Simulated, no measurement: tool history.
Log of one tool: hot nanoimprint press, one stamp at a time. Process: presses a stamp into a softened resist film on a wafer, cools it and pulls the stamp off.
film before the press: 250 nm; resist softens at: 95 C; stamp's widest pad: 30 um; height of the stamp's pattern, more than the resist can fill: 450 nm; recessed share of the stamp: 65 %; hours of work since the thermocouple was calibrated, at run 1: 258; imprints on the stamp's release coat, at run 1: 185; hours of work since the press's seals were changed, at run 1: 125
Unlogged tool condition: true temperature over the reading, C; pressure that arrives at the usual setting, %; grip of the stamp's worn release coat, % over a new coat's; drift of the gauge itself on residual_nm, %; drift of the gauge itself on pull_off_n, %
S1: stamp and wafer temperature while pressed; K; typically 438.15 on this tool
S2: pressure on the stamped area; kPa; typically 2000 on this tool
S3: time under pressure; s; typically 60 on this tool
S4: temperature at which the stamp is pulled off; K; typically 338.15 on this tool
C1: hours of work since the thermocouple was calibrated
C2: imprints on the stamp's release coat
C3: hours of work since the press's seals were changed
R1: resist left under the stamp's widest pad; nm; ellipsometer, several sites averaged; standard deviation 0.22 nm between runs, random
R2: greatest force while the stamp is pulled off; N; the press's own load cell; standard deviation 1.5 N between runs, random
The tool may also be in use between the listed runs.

{"run": 1, "hour": 0.0, "S1": 438.15, "S2": 2000, "S3": 60, "S4": 338.15, "C1": 258, "C2": 185, "C3": 125, "R1": 89.6, "R2": 153}
{"run": 2, "hour": 8.8, "S1": 438.15, "S2": 2000, "S3": 60, "S4": 338.15, "C1": 264, "C2": 220, "C3": 131, "R1": 89.6, "R2": 152}
{"run": 3, "hour": 17.3, "S1": 438.15, "S2": 2000, "S3": 60, "S4": 338.15, "C1": 269, "C2": 254, "C3": 136, "R1": 89.9, "R2": 151}
{"run": 4, "hour": 24.5, "S1": 438.15, "S2": 2000, "S3": 60, "S4": 338.15, "C1": 274, "C2": 283, "C3": 141, "R1": 90.1, "R2": 151}
{"run": 5, "hour": 34.5, "S1": 438.15, "S2": 2000, "S3": 60, "S4": 338.15, "C1": 280, "C2": 323, "C3": 147, "R1": 90.4, "R2": 153}
{"run": 6, "hour": 42.8, "S1": 438.15, "S2": 2000, "S3": 60, "S4": 338.15, "C1": 285, "C2": 357, "C3": 153, "R1": 89.9, "R2": 156}
{"run": 7, "hour": 50.1, "S1": 438.15, "S2": 2000, "S3": 60, "S4": 338.15, "C1": 290, "C2": 386, "C3": 157, "R1": 90.1, "R2": 152}
{"run": 8, "hour": 55.3, "S1": 438.15, "S2": 2000, "S3": 60, "S4": 338.15, "C1": 293, "C2": 407, "C3": 161, "R1": 89.9, "R2": 154}
{"run": 9, "hour": 63.2, "S1": 440.15, "S2": 2000, "S3": 60, "S4": 338.15, "C1": 298, "C2": 438, "C3": 166, "R1": 83.0, "R2": 149}
{"run": 10, "hour": 72.1, "S1": 440.15, "S2": 2000, "S3": 60, "S4": 338.15, "C1": 304, "C2": 474, "C3": 171, "R1": 82.9, "R2": 152}
{"run": 11, "hour": 81.5, "S1": 440.15, "S2": 2000, "S3": 60, "S4": 338.15, "C1": 310, "C2": 511, "C3": 177, "R1": 83.1, "R2": 152}
{"run": 12, "hour": 91.2, "S1": 438.15, "S2": 2000, "S3": 70, "S4": 343.15, "C1": 316, "C2": 550, "C3": 183, "R1": 84.8, "R2": 134}
{"run": 13, "hour": 98.8, "S1": 438.15, "S2": 2000, "S3": 70, "S4": 343.15, "C1": 321, "C2": 581, "C3": 188, "R1": 84.8, "R2": 135}
{"run": 14, "hour": 106.9, "S1": 438.15, "S2": 2000, "S3": 70, "S4": 343.15, "C1": 326, "C2": 613, "C3": 193, "R1": 84.8, "R2": 135}
{"run": 15, "hour": 117.1, "S1": 447.15, "S2": 2000, "S3": 30, "S4": 338.15, "C1": 333, "C2": 654, "C3": 200, "R1": 84.1, "R2": 152}
{"run": 16, "hour": 126.9, "S1": 447.15, "S2": 2000, "S3": 30, "S4": 338.15, "C1": 339, "C2": 693, "C3": 206, "R1": 84.1, "R2": 154}
{"hour": 133.6, "done": "stamp cleaned and given a new release coat"}
{"run": 17, "hour": 141.8, "S1": 447.15, "S2": 2000, "S3": 30, "S4": 338.15, "C1": 345, "C2": 33, "C3": 212, "R1": 84.5, "R2": 154}
{"run": 18, "hour": 150.3, "S1": 437.15, "S2": 2000, "S3": 78, "S4": 338.15, "C1": 350, "C2": 67, "C3": 217, "R1": 84.7, "R2": 152}
{"run": 19, "hour": 154.9, "S1": 433.15, "S2": 1310, "S3": 60, "S4": 338.15, "C1": 353, "C2": 85, "C3": 220, "R1": 134.3, "R2": 153}

Predict each of these 5 candidate next runs independently; none follows another, all start after run 19:
{"run": "A", "hour": 162.1, "S1": 434.15, "S2": 1440, "S3": 97, "S4": 338.15, "C1": 357, "C2": 114, "C3": 225, "R1": "?", "R2": "?"}
{"run": "B", "hour": 162.1, "S1": 438.15, "S2": 2000, "S3": 60, "S4": 342.15, "C1": 357, "C2": 114, "C3": 225, "R1": "?", "R2": "?"}
{"run": "C", "hour": 162.1, "S1": 438.15, "S2": 2000, "S3": 60, "S4": 329.15, "C1": 357, "C2": 114, "C3": 225, "R1": "?", "R2": "?"}
{"run": "D", "hour": 162.1, "S1": 438.15, "S2": 1310, "S3": 71, "S4": 338.15, "C1": 357, "C2": 114, "C3": 225, "R1": "?", "R2": "?"}
{"run": "E", "hour": 162.1, "S1": 432.15, "S2": 1810, "S3": 60, "S4": 338.15, "C1": 357, "C2": 114, "C3": 225, "R1": "?", "R2": "?"}

run=A R1=103.4 R2=152
run=B R1=90.3 R2=136
run=C R1=91.0 R2=189
run=D R1=104.3 R2=150
run=E R1=121.8 R2=151
Stripped of hidden state, with their random variation kept, the same runs would have yielded:
run=A R1=102.2 R2=152
run=B R1=89.3 R2=136
run=C R1=90.0 R2=189
run=D R1=103.1 R2=150
run=E R1=120.4 R2=151

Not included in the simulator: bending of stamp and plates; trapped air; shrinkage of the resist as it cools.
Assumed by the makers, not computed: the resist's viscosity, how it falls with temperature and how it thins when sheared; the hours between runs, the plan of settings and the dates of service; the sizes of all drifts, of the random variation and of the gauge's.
